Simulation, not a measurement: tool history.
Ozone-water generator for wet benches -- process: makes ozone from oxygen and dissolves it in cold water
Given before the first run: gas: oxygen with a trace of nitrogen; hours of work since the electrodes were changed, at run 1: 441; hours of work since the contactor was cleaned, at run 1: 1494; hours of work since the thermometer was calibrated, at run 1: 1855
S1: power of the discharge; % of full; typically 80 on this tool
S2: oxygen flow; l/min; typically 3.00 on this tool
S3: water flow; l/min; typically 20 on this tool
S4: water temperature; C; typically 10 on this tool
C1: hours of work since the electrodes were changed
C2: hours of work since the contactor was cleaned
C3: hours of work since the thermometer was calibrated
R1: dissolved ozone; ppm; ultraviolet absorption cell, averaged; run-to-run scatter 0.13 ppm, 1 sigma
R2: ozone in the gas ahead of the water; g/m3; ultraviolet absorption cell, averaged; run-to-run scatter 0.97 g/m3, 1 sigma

Run 1, hour 0.0: usual settings; C1 441; C2 1494; C3 1855. Result: R1 14.7 ppm, R2 167.1 g/m3.
Run 2, hour 149.5: usual settings; C1 570; C2 1624; C3 1984. Result: R1 14.8 ppm, R2 167.2 g/m3.
Run 3, hour 287.6: usual settings; C1 690; C2 1743; C3 2103. Result: R1 14.6 ppm, R2 168.2 g/m3.
Run 4, hour 442.9: usual settings; C1 824; C2 1877; C3 2237. Result: R1 14.6 ppm, R2 166.5 g/m3.
Run 5, hour 611.6: usual settings; C1 970; C2 2023; C3 2383. Result: R1 14.8 ppm, R2 168.4 g/m3.
Run 6, hour 783.5: usual settings; C1 1118; C2 2171; C3 2532. Result: R1 14.5 ppm, R2 167.7 g/m3.
At hour 802.9: water thermometer calibrated.
Run 7, hour 908.4: usual settings but S3 17 l/min; C1 1226; C2 2279; C3 91. Result: R1 16.9 ppm, R2 166.9 g/m3.
Run 8, hour 1059.6: usual settings but S2 2.69 l/min; C1 1356; C2 2409; C3 222. Result: R1 14.4 ppm, R2 176.8 g/m3.
Run 9, hour 1228.5: usual settings but S2 2.69 l/min; C1 1502; C2 2555; C3 368. Result: R1 14.7 ppm, R2 179.8 g/m3.
Run 10, hour 1384.3: usual settings but S3 18 l/min, S4 6 C; C1 1637; C2 2690; C3 502. Result: R1 16.5 ppm, R2 170.5 g/m3.
Run 11, hour 1555.9: usual settings but S1 40 % of full, S3 18 l/min, S4 6 C; C1 1785; C2 2838; C3 651. Result: R1 9.1 ppm, R2 92.7 g/m3.
Run 12, hour 1674.2: usual settings but S1 40 % of full, S3 18 l/min, S4 6 C; C1 1887; C2 2940; C3 753. Result: R1 9.0 ppm, R2 92.4 g/m3.
Run 13, hour 1860.4: usual settings but S1 40 % of full, S3 18 l/min, S4 6 C; C1 2048; C2 3101; C3 914. Result: R1 8.9 ppm, R2 92.4 g/m3.
At hour 1979.4: gauge calibrated.
Run 14, hour 2072.3: usual settings but S1 40 % of full, S3 18 l/min, S4 6 C; C1 2231; C2 3284; C3 1097. Result: R1 9.1 ppm, R2 89.8 g/m3.
Run 15, hour 2292.6: usual settings but S1 40 % of full, S3 18 l/min, S4 6 C; C1 2421; C2 3475; C3 1287. Result: R1 9.0 ppm, R2 89.9 g/m3.
Run 16, hour 2502.2: usual settings but S1 40 % of full, S2 1.50 l/min, S3 28 l/min, S4 6 C; C1 2602; C2 3656; C3 1468. Result: R1 4.5 ppm, R2 129.9 g/m3.
Run 17, hour 2601.6: usual settings but S1 40 % of full, S2 1.50 l/min, S3 22 l/min, S4 8 C; C1 2688; C2 3742; C3 1554. Result: R1 6.0 ppm, R2 128.3 g/m3.
Run 18, hour 2769.7: usual settings but S1 58 % of full, S4 11 C; C1 2834; C2 3887; C3 1699. Result: R1 10.9 ppm, R2 125.0 g/m3.

Below are 3 alternative next runs, each starting from the tool's condition after run 18. Predict each:
Run A, hour 2912.4: usual settings but S1 58 % of full, S3 14 l/min, S4 11 C; C1 2957; C2 4010; C3 1823. Result: R1 ?, R2 ?.
Run B, hour 2912.4: usual settings but S3 24 l/min; C1 2957; C2 4010; C3 1823. Result: R1 ?, R2 ?.
Run C, hour 2912.4: usual settings but S1 58 % of full, S4 5 C; C1 2957; C2 4010; C3 1823. Result: R1 ?, R2 ?.

run    R1     R2
  A  14.8  127.0
  B  12.4  170.2
  C  11.5  126.1
With no hidden state in the tool, these same runs would have given:
run    R1     R2
  A  14.8  125.3
  B  12.4  167.9
  C  11.5  124.4

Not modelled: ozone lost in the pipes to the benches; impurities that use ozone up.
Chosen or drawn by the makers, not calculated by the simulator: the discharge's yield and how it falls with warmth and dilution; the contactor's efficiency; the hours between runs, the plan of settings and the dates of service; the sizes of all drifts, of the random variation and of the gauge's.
